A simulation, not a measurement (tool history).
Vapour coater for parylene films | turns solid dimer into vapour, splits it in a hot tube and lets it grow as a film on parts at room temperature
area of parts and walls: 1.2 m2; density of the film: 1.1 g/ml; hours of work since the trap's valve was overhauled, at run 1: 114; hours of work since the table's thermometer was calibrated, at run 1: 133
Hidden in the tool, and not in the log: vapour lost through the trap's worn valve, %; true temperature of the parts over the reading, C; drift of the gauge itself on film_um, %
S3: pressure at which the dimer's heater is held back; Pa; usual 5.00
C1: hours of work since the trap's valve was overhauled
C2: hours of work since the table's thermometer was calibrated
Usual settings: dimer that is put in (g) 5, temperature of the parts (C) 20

Run 1, day 0.000: usual settings; C1 114; C2 133. Result: thickness of the film (nm) 1650.
Run 2, day 0.350: usual settings; C1 120; C2 139. Result: thickness of the film (nm) 1570.
Run 3, day 0.983: usual settings; C1 132; C2 151. Result: thickness of the film (nm) 1590.
Run 4, day 1.612: usual settings but temperature of the parts (C) 31; C1 145; C2 164. Result: thickness of the film (nm) 1250.
Run 5, day 2.167: usual settings but temperature of the parts (C) 31; C1 155; C2 174. Result: thickness of the film (nm) 1300.
Run 6, day 2.621: usual settings but temperature of the parts (C) 31; C1 164; C2 183. Result: thickness of the film (nm) 1290.
At day 2.838: trap's valve overhauled.
Run 7, day 3.217: usual settings but temperature of the parts (C) 31; C1 7; C2 191. Result: thickness of the film (nm) 1230.
Run 8, day 3.675: usual settings but temperature of the parts (C) 31; C1 16; C2 200. Result: thickness of the film (nm) 1200.
Run 9, day 4.312: usual settings but temperature of the parts (C) 22; C1 28; C2 212. Result: thickness of the film (nm) 1430.
Run 10, day 5.133: usual settings but dimer that is put in (g) 8, temperature of the parts (C) 31; C1 44; C2 228. Result: thickness of the film (nm) 1920.
Run 11, day 5.642: usual settings but dimer that is put in (g) 8, temperature of the parts (C) 31; C1 53; C2 237. Result: thickness of the film (nm) 1870.
Run 12, day 6.038: usual settings but dimer that is put in (g) 4, temperature of the parts (C) 15, S3 4.87 Pa; C1 61; C2 245. Result: thickness of the film (nm) 1270.
Run 13, day 6.738: usual settings but dimer that is put in (g) 3, temperature of the parts (C) 17; C1 74; C2 258. Result: thickness of the film (nm) 930.
At day 7.450: trap's valve overhauled, once more.
Run 14, day 7.450: usual settings but dimer that is put in (g) 3, temperature of the parts (C) 17; C1 0; C2 269. Result: thickness of the film (nm) 1100.
Run 15, day 8.054: usual settings but dimer that is put in (g) 7, temperature of the parts (C) 13, S3 5.14 Pa; C1 12; C2 280. Result: thickness of the film (nm) 2720.
Run 16, day 8.567: usual settings but dimer that is put in (g) 3, temperature of the parts (C) 17, S3 5.37 Pa; C1 21; C2 290. Result: thickness of the film (nm) 1100.
Run 17, day 9.338: usual settings but S3 2.74 Pa; C1 36; C2 305. Result: thickness of the film (nm) 1720.

5 ways to go on from here, each from the tool as it stands after run 17. What would each give?
Run A, day 10.083: usual settings but dimer that is put in (g) 7, temperature of the parts (C) 27, S3 2.21 Pa; C1 50; C2 319. Result: thickness of the film (nm) ?.
Run B, day 10.083: usual settings but dimer that is put in (g) 3, temperature of the parts (C) 15, S3 5.35 Pa; C1 50; C2 319. Result: thickness of the film (nm) ?.
Run C, day 10.083: usual settings but dimer that is put in (g) 2, temperature of the parts (C) 22, S3 2.98 Pa; C1 50; C2 319. Result: thickness of the film (nm) ?.
Run D, day 10.083: usual settings but dimer that is put in (g) 3, temperature of the parts (C) 27, S3 2.74 Pa; C1 50; C2 319. Result: thickness of the film (nm) ?.
Run E, day 10.083: usual settings but dimer that is put in (g) 7, temperature of the parts (C) 29, S3 6.81 Pa; C1 50; C2 319. Result: thickness of the film (nm) ?.

run  thickness of the film (nm)
  A                        2220
  B                        1080
  C                         650
  D                         940
  E                        1870
Without the tool's hidden state the same runs would have given:
run  thickness of the film (nm)
  A                        2280
  B                        1110
  C                         670
  D                         970
  E                        1920

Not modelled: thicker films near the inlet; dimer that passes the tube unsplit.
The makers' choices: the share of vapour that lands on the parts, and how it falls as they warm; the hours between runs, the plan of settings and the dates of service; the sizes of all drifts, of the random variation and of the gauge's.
